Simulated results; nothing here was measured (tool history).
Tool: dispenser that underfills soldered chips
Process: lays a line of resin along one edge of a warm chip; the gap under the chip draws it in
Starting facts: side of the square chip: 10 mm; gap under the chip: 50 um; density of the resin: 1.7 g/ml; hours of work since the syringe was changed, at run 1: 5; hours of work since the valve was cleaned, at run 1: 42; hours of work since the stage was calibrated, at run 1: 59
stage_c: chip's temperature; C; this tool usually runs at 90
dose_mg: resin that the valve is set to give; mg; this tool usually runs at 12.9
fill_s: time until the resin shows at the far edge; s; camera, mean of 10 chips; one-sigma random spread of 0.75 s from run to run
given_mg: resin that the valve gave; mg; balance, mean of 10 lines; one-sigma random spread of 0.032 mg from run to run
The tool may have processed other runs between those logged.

run   hour  stage_c  dose_mg  hours of work since the syringe was changed  hours of work since the valve was cleaned  hours of work since the stage was calibrated  fill_s  given_mg
  1    0.0       90     12.9                                            5                                         42                                            59    90.5     12.60
       3.0  -- new syringe of resin
  2   11.6       90     16.7                                            6                                         51                                            67    92.5     16.22
      13.0  -- new syringe of resin
      22.8  -- new syringe of resin
  3   27.0       90     16.7                                            3                                         61                                            78    80.7     16.02
      32.0  -- new syringe of resin
  4   37.2       90     16.7                                            4                                         68                                            85    83.5     16.03
      42.0  -- new syringe of resin
  5   45.2       90     16.7                                            2                                         74                                            90    76.8     15.82
      51.6  -- new syringe of resin
  6   53.7      100     12.9                                            1                                         80                                            96    57.0     12.23
      56.2  -- dispensing valve cleaned and set on the balance
      62.7  -- new syringe of resin
  7   65.8       90     12.9                                            2                                          7                                           104    78.6     12.86
      72.5  -- new syringe of resin
  8   78.2       90     12.9                                            4                                         15                                           112    85.0     12.80
      81.8  -- new syringe of resin
  9   89.6       88     12.9                                            6                                         23                                           120    99.7     12.75
      91.4  -- new syringe of resin
     101.0  -- new syringe of resin
 10  106.3       90     12.9                                            4                                         35                                           132    85.1     12.68
     110.5  -- new syringe of resin
     120.4  -- new syringe of resin
 11  124.1       90     12.9                                            3                                         47                                           144    81.1     12.59
     130.1  -- new syringe of resin
     139.5  -- new syringe of resin
 12  141.2       86     16.0                                            1                                         59                                           156    82.8     15.42
     149.6  -- new syringe of resin
 13  150.6       86     16.0                                            1                                         65                                           162    78.3     15.34
 14  157.5       86     16.0                                            6                                         70                                           167   103.2     15.29
     159.3  -- new syringe of resin
     169.1  -- new syringe of resin
 15  169.1      105     14.2                                            0                                         78                                           175    44.8     13.55
     174.4  -- dispensing valve cleaned and set on the balance
     179.3  -- new syringe of resin
 16  183.4       90     11.3                                            3                                          6                                           184    82.5     11.28
     188.5  -- new syringe of resin
 17  193.9       90     11.3                                            4                                         13                                           192    87.8     11.24
     197.8  -- new syringe of resin
 18  206.6       90     11.3                                            6                                         22                                           200    99.4     11.11
     207.8  -- new syringe of resin
 19  214.4       76     15.5                                            5                                         28                                           206   135.4     15.20
     217.0  -- new syringe of resin
     226.1  -- new syringe of resin
 20  228.4      100     11.3                                            2                                         37                                           215    58.4     11.05
     236.3  -- new syringe of resin
 21  242.1       82     11.8                                            4                                         47                                           225   115.3     11.45

Table of differences, measured result less the result of that run with no hidden state. Run-to-run variation is the same in both. Gauge scatter possibly is not:
The tool's hidden condition here consists of: resin's viscosity, % of fresh resin's; dose that the valve gives, % of what is set; true chip temperature over the reading, C; drift of the gauge itself on fill_s, %; drift of the gauge itself on given_mg, %.
run  fill_s  given_mg
  1   +21.3     -0.33
  2   +25.5     -0.52
  3   +12.8     -0.64
  4   +15.9     -0.72
  5   +10.2     -0.78
  6    +6.4     -0.65
  7    +9.4     -0.01
  8   +16.2     -0.08
  9   +27.3     -0.14
 10   +16.9     -0.25
 11   +12.5     -0.35
 12    +7.5     -0.56
 13    +3.0     -0.62
 14   +27.0     -0.68
 15    +0.9     -0.68
 16   +13.4     -0.02
 17   +17.6     -0.07
 18   +29.4     -0.14
 19   +31.0     -0.25
 20    +6.4     -0.25
 21   +25.0     -0.35
